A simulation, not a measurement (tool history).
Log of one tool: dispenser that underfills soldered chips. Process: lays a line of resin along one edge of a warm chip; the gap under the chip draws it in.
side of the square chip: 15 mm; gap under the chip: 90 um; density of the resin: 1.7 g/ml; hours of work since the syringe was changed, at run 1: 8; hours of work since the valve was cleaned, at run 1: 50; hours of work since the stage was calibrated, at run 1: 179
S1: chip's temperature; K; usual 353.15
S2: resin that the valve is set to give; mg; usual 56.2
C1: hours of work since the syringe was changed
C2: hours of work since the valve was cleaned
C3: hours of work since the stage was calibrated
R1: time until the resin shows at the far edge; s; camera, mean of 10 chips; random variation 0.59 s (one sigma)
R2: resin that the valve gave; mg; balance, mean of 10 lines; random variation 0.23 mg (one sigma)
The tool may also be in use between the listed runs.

run	day	S1	S2	C1	C2	C3	R1	R2
1	0.000	353.15	56.2	8	50	179	93.3	53.87
# day 0.238: new syringe of resin
2	0.496	353.15	56.2	4	58	186	73.1	52.98
# day 0.938: new syringe of resin
3	0.988	353.15	56.2	1	66	194	58.6	53.11
# day 1.171: dispensing valve cleaned and set on the balance
4	1.325	340.15	56.2	6	2	199	144.0	55.93
5	1.625	340.15	49.3	11	7	204	210.7	49.36
# day 1.667: new syringe of resin
6	2.029	353.15	56.2	6	14	210	82.8	55.45
# day 2.367: new syringe of resin
7	2.517	353.15	56.2	2	22	218	64.7	54.95
8	2.933	353.15	71.9	9	28	225	101.6	70.00
# day 3.075: new syringe of resin
9	3.442	353.15	71.9	6	36	233	81.4	69.96
# day 3.746: new syringe of resin
10	3.988	353.15	71.9	4	45	242	72.2	68.55
# day 4.425: new syringe of resin
11	4.542	353.15	56.2	2	54	251	63.1	53.28
12	4.808	353.15	56.2	6	58	255	86.7	52.94
# day 5.112: new syringe of resin
13	5.246	353.15	56.2	2	65	262	66.2	52.46
# day 5.496: dispensing valve cleaned and set on the balance
14	5.596	353.15	56.2	7	2	267	90.4	56.13
# day 5.833: new syringe of resin
15	5.892	351.15	49.3	1	6	271	66.1	49.29
16	6.371	349.15	52.1	9	14	279	121.1	51.61
# day 6.508: new syringe of resin
17	6.867	339.15	58.4	6	22	287	154.5	57.36
# day 7.196: new syringe of resin
18	7.404	339.15	58.4	3	31	296	137.0	57.02
19	7.771	352.15	68.3	9	37	302	115.4	66.48
# day 7.900: new syringe of resin
20	8.212	352.15	68.3	5	43	309	83.1	66.15
# day 8.583: new syringe of resin
21	8.592	346.15	72.1	0	49	315	77.7	69.35
22	9.004	364.15	57.3	7	56	321	58.0	54.44
# day 9.267: new syringe of resin
23	9.496	362.15	57.7	4	64	329	50.8	54.49
# day 9.800: dispensing valve cleaned and set on the balance
24	9.883	359.15	58.5	9	1	335	84.7	58.13
# day 9.979: new syringe of resin
25	10.217	341.15	63.2	4	7	340	127.3	62.61
26	10.438	341.15	63.2	7	10	344	162.7	62.27
# day 10.658: new syringe of resin
27	10.704	339.15	53.9	1	14	348	112.2	52.85

4 ways to go on from here, each from the tool as it stands after run 27. What would each give?
A	11.158	341.15	54.0	8	22	355	?	?
B	11.158	361.15	54.6	8	22	355	?	?
C	11.158	339.15	57.9	8	22	355	?	?
D	11.158	339.15	56.2	8	22	355	?	?

run	R1	R2
A	172.5	52.59
B	72.0	53.12
C	191.0	56.87
D	186.7	54.34
Without the tool's hidden state the same runs would have given:
run	R1	R2
A	85.8	53.85
B	36.6	54.39
C	95.1	58.23
D	92.8	55.64

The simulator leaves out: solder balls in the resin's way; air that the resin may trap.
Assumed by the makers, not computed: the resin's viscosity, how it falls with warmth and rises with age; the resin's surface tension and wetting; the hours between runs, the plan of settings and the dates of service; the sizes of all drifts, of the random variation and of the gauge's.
